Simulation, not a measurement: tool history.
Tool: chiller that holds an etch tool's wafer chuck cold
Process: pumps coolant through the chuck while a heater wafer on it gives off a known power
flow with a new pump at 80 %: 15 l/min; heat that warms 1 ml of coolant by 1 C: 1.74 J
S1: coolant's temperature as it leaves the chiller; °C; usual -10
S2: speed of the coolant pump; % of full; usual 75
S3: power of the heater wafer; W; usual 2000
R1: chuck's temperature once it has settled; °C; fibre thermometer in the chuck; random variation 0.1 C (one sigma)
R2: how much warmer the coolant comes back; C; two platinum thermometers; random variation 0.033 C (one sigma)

{"run": 1, "hour": 0.0, "S1": -10, "S2": 75, "S3": 2000, "R1": 5.0, "R2": 5.0}
{"run": 2, "hour": 53.8, "S1": -10, "S2": 75, "S3": 2000, "R1": 5.0, "R2": 5.02}
{"run": 3, "hour": 101.8, "S1": -10, "S2": 84, "S3": 2000, "R1": 3.8, "R2": 4.48}
{"run": 4, "hour": 202.3, "S1": -10, "S2": 84, "S3": 2000, "R1": 3.7, "R2": 4.35}
{"run": 5, "hour": 247.5, "S1": -10, "S2": 77, "S3": 2000, "R1": 4.8, "R2": 4.9}
{"run": 6, "hour": 317.2, "S1": -10, "S2": 77, "S3": 2000, "R1": 5.0, "R2": 4.94}
{"run": 7, "hour": 419.3, "S1": -10, "S2": 77, "S3": 2000, "R1": 4.9, "R2": 4.9}
{"run": 8, "hour": 500.3, "S1": -10, "S2": 77, "S3": 2000, "R1": 4.8, "R2": 4.93}
{"run": 9, "hour": 576.6, "S1": -10, "S2": 77, "S3": 2000, "R1": 5.0, "R2": 4.89}
{"run": 10, "hour": 635.0, "S1": -10, "S2": 77, "S3": 2000, "R1": 5.0, "R2": 4.96}
{"run": 11, "hour": 695.2, "S1": -10, "S2": 77, "S3": 2000, "R1": 5.0, "R2": 4.96}
{"run": 12, "hour": 751.3, "S1": -10, "S2": 77, "S3": 2000, "R1": 5.1, "R2": 4.91}
{"run": 13, "hour": 858.7, "S1": -10, "S2": 77, "S3": 2000, "R1": 5.0, "R2": 4.98}
{"run": 14, "hour": 962.1, "S1": -10, "S2": 77, "S3": 2000, "R1": 4.9, "R2": 4.86}
{"run": 15, "hour": 1016.1, "S1": -10, "S2": 77, "S3": 1035, "R1": -2.3, "R2": 2.55}
{"run": 16, "hour": 1119.4, "S1": -15, "S2": 77, "S3": 1035, "R1": -7.3, "R2": 2.58}
{"run": 17, "hour": 1219.7, "S1": -15, "S2": 77, "S3": 1035, "R1": -7.3, "R2": 2.61}
{"run": 18, "hour": 1272.2, "S1": -10, "S2": 65, "S3": 2000, "R1": 7.7, "R2": 6.05}
{"run": 19, "hour": 1356.5, "S1": -10, "S2": 65, "S3": 2000, "R1": 7.7, "R2": 6.04}
{"run": 20, "hour": 1423.6, "S1": -10, "S2": 80, "S3": 1742, "R1": 2.9, "R2": 4.12}
{"run": 21, "hour": 1485.9, "S1": -7, "S2": 85, "S3": 2959, "R1": 13.8, "R2": 6.6}
{"run": 22, "hour": 1593.3, "S1": -10, "S2": 86, "S3": 2541, "R1": 7.9, "R2": 5.62}
{"run": 23, "hour": 1696.3, "S1": -10, "S2": 86, "S3": 2541, "R1": 7.9, "R2": 5.63}
{"run": 24, "hour": 1767.0, "S1": -4, "S2": 63, "S3": 2584, "R1": 20.0, "R2": 8.13}
{"run": 25, "hour": 1840.6, "S1": -4, "S2": 63, "S3": 2584, "R1": 20.2, "R2": 8.11}
{"run": 26, "hour": 1897.7, "S1": -11, "S2": 70, "S3": 1041, "R1": -2.3, "R2": 2.91}

Run 27 comes next. What will it give?
{"run": 27, "hour": 1969.7, "S1": -5, "S2": 62, "S3": 2033, "R1": "?", "R2": "?"}

R1: 14.2 °C
R2: 6.56 C
Without the tool's hidden state the same run would have given R1 12.7 °C, R2 6.27 C.
